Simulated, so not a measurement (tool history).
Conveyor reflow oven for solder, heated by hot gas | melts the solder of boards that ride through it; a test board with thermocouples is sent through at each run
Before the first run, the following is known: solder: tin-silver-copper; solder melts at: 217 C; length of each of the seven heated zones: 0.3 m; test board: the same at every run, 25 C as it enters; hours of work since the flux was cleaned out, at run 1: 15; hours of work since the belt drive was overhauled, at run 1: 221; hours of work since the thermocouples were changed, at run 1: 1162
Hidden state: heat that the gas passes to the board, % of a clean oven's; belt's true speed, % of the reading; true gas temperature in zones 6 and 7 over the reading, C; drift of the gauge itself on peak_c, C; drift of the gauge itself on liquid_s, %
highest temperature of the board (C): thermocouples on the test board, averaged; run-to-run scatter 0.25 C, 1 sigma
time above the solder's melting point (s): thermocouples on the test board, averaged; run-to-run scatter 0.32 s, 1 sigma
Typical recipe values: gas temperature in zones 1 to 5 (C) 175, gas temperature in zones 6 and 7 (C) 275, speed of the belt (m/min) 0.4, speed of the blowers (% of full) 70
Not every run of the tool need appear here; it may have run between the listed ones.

run,hour,gas temperature in zones 1 to 5 (C),gas temperature in zones 6 and 7 (C),speed of the belt (m/min),speed of the blowers (% of full),hours of work since the flux was cleaned out,hours of work since the belt drive was overhauled,hours of work since the thermocouples were changed,highest temperature of the board (C),time above the solder's melting point (s)
1,0,175,275,0.4,70,15,221,1162,263.8,77.1
2,76.5,175,275,0.4,70,70,276,1217,264.1,77.3
3,126.4,175,275,0.4,70,106,312,1253,263.5,76.8
4,175.6,175,275,0.391,70,142,347,1288,263.8,79.1
# hour 207.2: thermocouples of zones 6 and 7 changed
5,243.5,175,275,0.391,70,189,395,26,264.1,79.2
6,317,175,273,0.4,70,242,448,79,261.3,75.6
7,353.8,175,273,0.4,70,268,474,105,261.5,76.2
# hour 380.6: flux residue cleaned out of gas plates and filters
8,417.8,184,273,0.4,70,27,516,148,262.9,79.8
9,475.8,169,273,0.4,70,68,558,190,261.2,73.5
10,515.2,169,273,0.4,70,97,586,218,261.2,73.4
11,586,175,275,0.4,70,148,637,269,263.5,77.1
12,620.3,175,275,0.4,70,172,662,293,263.5,76.7
13,699.9,175,275,0.4,70,230,719,351,263.5,76.9
14,751,175,273,0.4,70,266,756,387,261.6,76.1
# hour 782.7: flux residue cleaned out of gas plates and filters
15,800.7,175,273,0.4,70,13,788,419,261.6,76.2
16,836,175,275,0.4,71,38,813,445,263.8,77.8
17,876.8,164,279,0.375,62,68,843,474,266.7,80
18,932.3,164,279,0.375,62,108,883,514,266.2,80.5
19,1002.1,188,279,0.401,62,158,933,564,268,84.8
20,1044.2,169,283,0.401,62,188,963,595,268.5,77.8
21,1125.5,169,288,0.477,79,246,1022,653,270.5,65.9
# hour 1183.4: flux residue cleaned out of gas plates and filters
22,1183.4,169,288,0.477,79,0,1060,691,270.6,66.2

Run 23 comes next. What will it give?
23,1253.6,175,273,0.4,70,51,1110,741,?,?

Logged for run 23: highest temperature of the board (C) 261.7, time above the solder's melting point (s) 76.5.
Without the tool's hidden state the same run would have given highest temperature of the board (C) 261.6, time above the solder's melting point (s) 76.4.
